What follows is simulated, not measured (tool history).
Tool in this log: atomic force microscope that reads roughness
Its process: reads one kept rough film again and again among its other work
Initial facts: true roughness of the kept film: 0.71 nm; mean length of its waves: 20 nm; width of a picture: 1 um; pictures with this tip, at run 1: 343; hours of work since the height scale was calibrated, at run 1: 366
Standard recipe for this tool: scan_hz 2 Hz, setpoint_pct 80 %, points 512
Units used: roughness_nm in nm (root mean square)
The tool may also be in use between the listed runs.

run   hour  scan_hz  setpoint_pct  points  pictures with this tip  hours of work since the height scale was calibrated  roughness_nm
  1      0        2            80     512                     343                                                  366         0.539
  2    7.5        2            88     512                     358                                                  372         0.508
      18.7  -- new tip fitted
  3   20.7        2            88     512                       4                                                  382         0.565
  4   31.5        2            78     512                      27                                                  390         0.592
  5     42        2            80     512                      49                                                  398         0.583
  6   50.4        2            80     512                      66                                                  405         0.576
  7   61.9        2            80     512                      90                                                  414         0.573
  8   73.2        2            80     512                     114                                                  422         0.568
  9   81.1      1.3            80     848                     130                                                  429          0.59
 10   87.2     0.62            68     459                     143                                                  433         0.627
 11   96.6     0.62            68     459                     163                                                  441         0.619
 12  101.8     0.65            76     512                     174                                                  445         0.611

Run 13 comes next. What will it give?
 13  112.1     0.65            76     512                     195                                                  453             ?

roughness_nm: 0.601 nm (root mean square)
Were there no unlogged condition in the tool, this run, its random variation unchanged, would have produced roughness_nm 0.643 nm (root mean square).

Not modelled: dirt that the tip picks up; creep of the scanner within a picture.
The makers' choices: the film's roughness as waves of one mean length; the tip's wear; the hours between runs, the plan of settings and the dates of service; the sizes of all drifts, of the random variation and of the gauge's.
